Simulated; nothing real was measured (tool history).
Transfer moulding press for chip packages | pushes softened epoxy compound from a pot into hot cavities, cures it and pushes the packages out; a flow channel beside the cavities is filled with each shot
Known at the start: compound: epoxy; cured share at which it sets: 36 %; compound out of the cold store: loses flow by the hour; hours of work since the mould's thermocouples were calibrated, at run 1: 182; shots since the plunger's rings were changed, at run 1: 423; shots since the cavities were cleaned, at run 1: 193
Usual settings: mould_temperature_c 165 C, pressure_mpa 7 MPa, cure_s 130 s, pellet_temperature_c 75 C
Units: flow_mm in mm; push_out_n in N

| run | hour | mould_temperature_c | pressure_mpa | cure_s | pellet_temperature_c | hours of work since the mould's thermocouples were calibrated | shots since the plunger's rings were changed | shots since the cavities were cleaned | incoming compound's hours out of the cold store | flow_mm | push_out_n |
|---|---|---|---|---|---|---|---|---|---|---|---|
| 1 | 0 | 165 | 7 | 130 | 75 | 182 | 423 | 193 | 11.6 | 888 | 452 |
| 2 | 27 | 165 | 7 | 130 | 75 | 196 | 604 | 374 | 27.6 | 812 | 489 |
| 3 | 58.1 | 165 | 7 | 111 | 75 | 211 | 813 | 583 | 33.6 | 783 | 612 |
| 4 | 96.3 | 165 | 7 | 111 | 75 | 230 | 1069 | 839 | 38.4 | 760 | 663 |
|  | 111.3 | cavities cleaned with cleaning compound and waxed |
| 5 | 121.1 | 165 | 7 | 111 | 75 | 241 | 1225 | 65 | 47.9 | 721 | 450 |
| 6 | 146.7 | 165 | 7 | 130 | 75 | 254 | 1397 | 237 | 41.3 | 742 | 451 |
| 7 | 176.9 | 165 | 7 | 130 | 75 | 268 | 1599 | 439 | 44 | 730 | 501 |
| 8 | 197.4 | 165 | 7 | 130 | 75 | 278 | 1737 | 577 | 32.3 | 776 | 523 |
| 9 | 228.7 | 165 | 7 | 130 | 75 | 294 | 1946 | 786 | 33.4 | 772 | 574 |
|  | 250.4 | cavities cleaned with cleaning compound and waxed |
| 10 | 251 | 165 | 7 | 130 | 75 | 304 | 2086 | 4 | 8.1 | 884 | 377 |
| 11 | 273.8 | 165 | 7 | 130 | 75 | 315 | 2238 | 156 | 28.4 | 787 | 431 |
| 12 | 292.4 | 165 | 7 | 130 | 75 | 324 | 2363 | 281 | 32 | 773 | 469 |
| 13 | 312.8 | 165 | 7 | 130 | 75 | 334 | 2500 | 418 | 20.8 | 814 | 501 |
| 14 | 331.7 | 165 | 7 | 130 | 75 | 344 | 2627 | 545 | 33.3 | 762 | 504 |
| 15 | 363.7 | 171 | 7 | 130 | 75 | 359 | 2841 | 759 | 37.4 | 730 | 515 |
|  | 390.7 | cavities cleaned with cleaning compound and waxed |
| 16 | 398.2 | 166 | 7 | 130 | 75 | 375 | 3063 | 51 | 14.3 | 840 | 420 |
| 17 | 415.7 | 161 | 5.9 | 165 | 66 | 384 | 3180 | 168 | 36.4 | 697 | 414 |
| 18 | 447.4 | 158 | 6.88 | 120 | 65 | 400 | 3392 | 380 | 40.3 | 741 | 760 |
| 19 | 483.6 | 158 | 8.2 | 120 | 75 | 417 | 3635 | 623 | 35.1 | 840 | 841 |
| 20 | 507.1 | 165 | 7.98 | 132 | 81 | 429 | 3792 | 780 | 37.3 | 785 | 533 |

Run 21 comes next. What will it give?
|  | 531 | cavities cleaned with cleaning compound and waxed |
| 21 | 539.2 | 165 | 6.66 | 161 | 66 | 444 | 3997 | 55 | 44.7 | ? | ? |

{"run 21": {"flow_mm": 689, "push_out_n": 377}}
Without the tool's hidden state the same run would have given flow_mm 731 mm, push_out_n 351 N.
